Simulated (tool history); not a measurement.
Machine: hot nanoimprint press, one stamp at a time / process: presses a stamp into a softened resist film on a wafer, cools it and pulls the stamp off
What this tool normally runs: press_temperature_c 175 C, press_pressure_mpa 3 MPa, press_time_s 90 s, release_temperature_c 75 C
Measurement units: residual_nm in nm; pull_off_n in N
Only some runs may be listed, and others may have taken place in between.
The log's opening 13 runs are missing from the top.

run	hour	press_temperature_c	press_pressure_mpa	press_time_s	release_temperature_c	hours of work since the thermocouple was calibrated	imprints on the stamp's release coat	hours of work since the press's seals were changed	residual_nm	pull_off_n
# hour 332.1: plate thermocouple calibrated, once more
14	337.8	183	3	90	79	4	1399	221	305.8	212
15	356.5	175	3	111	75	18	1494	234	392.1	225
# hour 382.3: stamp cleaned and given a new release coat
16	384.2	175	3.06	90	75	34	9	250	416.9	188
17	413.2	175	3.35	90	75	55	157	271	397.7	197
18	433.8	175	3.35	90	75	70	262	286	398.5	193
19	457.9	164	3	90	75	87	385	304	583.9	197
20	481.5	164	3	66	76	105	505	321	605.3	197
21	495.7	164	2.38	66	78	115	577	332	623.7	196
22	516.3	164	2.38	66	68	130	682	347	625.1	219
23	545.8	181	4.33	66	68	152	833	368	308.9	221
24	579.7	175	3	122	75	176	1006	393	371.1	208
25	598	175	3	122	75	190	1099	406	373.1	209

Expected results for the next run?
26	620.4	175	3	122	75	206	1213	423	?	?

residual_nm: 373.6 nm
pull_off_n: 214 N
The same run, on a tool lacking any hidden state, would have yielded residual_nm 382.6 nm, pull_off_n 190 N.
